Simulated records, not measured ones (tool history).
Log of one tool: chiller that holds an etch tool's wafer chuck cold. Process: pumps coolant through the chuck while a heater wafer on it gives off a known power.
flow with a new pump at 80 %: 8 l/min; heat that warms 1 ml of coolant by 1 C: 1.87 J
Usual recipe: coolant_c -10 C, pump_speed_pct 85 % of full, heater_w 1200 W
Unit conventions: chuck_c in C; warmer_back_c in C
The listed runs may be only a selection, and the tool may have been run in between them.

{"run": 1, "hour": 0.0, "coolant_c": -10, "pump_speed_pct": 85, "heater_w": 1200, "chuck_c": 1.5, "warmer_back_c": 4.55}
{"run": 2, "hour": 160.7, "coolant_c": -10, "pump_speed_pct": 85, "heater_w": 1200, "chuck_c": 1.6, "warmer_back_c": 4.57}
{"run": 3, "hour": 295.5, "coolant_c": -10, "pump_speed_pct": 85, "heater_w": 1200, "chuck_c": 1.5, "warmer_back_c": 4.59}
{"hour": 389.2, "done": "coolant changed, channels flushed"}
{"run": 4, "hour": 426.4, "coolant_c": -12, "pump_speed_pct": 85, "heater_w": 1200, "chuck_c": -0.3, "warmer_back_c": 4.51}
{"run": 5, "hour": 641.9, "coolant_c": -10, "pump_speed_pct": 85, "heater_w": 1200, "chuck_c": 1.6, "warmer_back_c": 4.51}
{"run": 6, "hour": 735.3, "coolant_c": -10, "pump_speed_pct": 85, "heater_w": 1200, "chuck_c": 1.4, "warmer_back_c": 4.49}
{"run": 7, "hour": 883.5, "coolant_c": -10, "pump_speed_pct": 85, "heater_w": 1200, "chuck_c": 1.4, "warmer_back_c": 4.54}
{"run": 8, "hour": 1056.1, "coolant_c": -10, "pump_speed_pct": 85, "heater_w": 1200, "chuck_c": 1.4, "warmer_back_c": 4.56}
{"run": 9, "hour": 1280.0, "coolant_c": -4, "pump_speed_pct": 69, "heater_w": 755, "chuck_c": 4.4, "warmer_back_c": 3.48}
{"run": 10, "hour": 1417.2, "coolant_c": -14, "pump_speed_pct": 85, "heater_w": 762, "chuck_c": -6.6, "warmer_back_c": 2.83}
{"run": 11, "hour": 1527.8, "coolant_c": -11, "pump_speed_pct": 67, "heater_w": 1200, "chuck_c": 2.7, "warmer_back_c": 5.72}
{"run": 12, "hour": 1641.3, "coolant_c": -6, "pump_speed_pct": 85, "heater_w": 1134, "chuck_c": 4.8, "warmer_back_c": 4.3}
{"run": 13, "hour": 1764.6, "coolant_c": -9, "pump_speed_pct": 86, "heater_w": 865, "chuck_c": -0.9, "warmer_back_c": 3.27}
{"run": 14, "hour": 1882.4, "coolant_c": -9, "pump_speed_pct": 86, "heater_w": 865, "chuck_c": -0.8, "warmer_back_c": 3.29}
{"run": 15, "hour": 1984.0, "coolant_c": -6, "pump_speed_pct": 76, "heater_w": 1557, "chuck_c": 10.2, "warmer_back_c": 6.61}

What if the next run were any one of these 5? Each begins from the tool's condition after run 15:
{"run": "A", "hour": 2199.1, "coolant_c": -3, "pump_speed_pct": 76, "heater_w": 942, "chuck_c": "?", "warmer_back_c": "?"}
{"run": "B", "hour": 2199.1, "coolant_c": -6, "pump_speed_pct": 76, "heater_w": 838, "chuck_c": "?", "warmer_back_c": "?"}
{"run": "C", "hour": 2199.1, "coolant_c": -5, "pump_speed_pct": 60, "heater_w": 1557, "chuck_c": "?", "warmer_back_c": "?"}
{"run": "D", "hour": 2199.1, "coolant_c": -6, "pump_speed_pct": 85, "heater_w": 1260, "chuck_c": "?", "warmer_back_c": "?"}
{"run": "E", "hour": 2199.1, "coolant_c": -10, "pump_speed_pct": 89, "heater_w": 1763, "chuck_c": "?", "warmer_back_c": "?"}

run=A chuck_c=6.8 warmer_back_c=3.87
run=B chuck_c=2.9 warmer_back_c=3.53
run=C chuck_c=14.6 warmer_back_c=8.3
run=D chuck_c=6.2 warmer_back_c=4.74
run=E chuck_c=6.3 warmer_back_c=6.28
Had the tool no hidden state, the same runs would have come out as:
run=A chuck_c=6.7 warmer_back_c=3.87
run=B chuck_c=2.9 warmer_back_c=3.53
run=C chuck_c=14.6 warmer_back_c=8.3
run=D chuck_c=6.1 warmer_back_c=4.74
run=E chuck_c=6.3 warmer_back_c=6.27
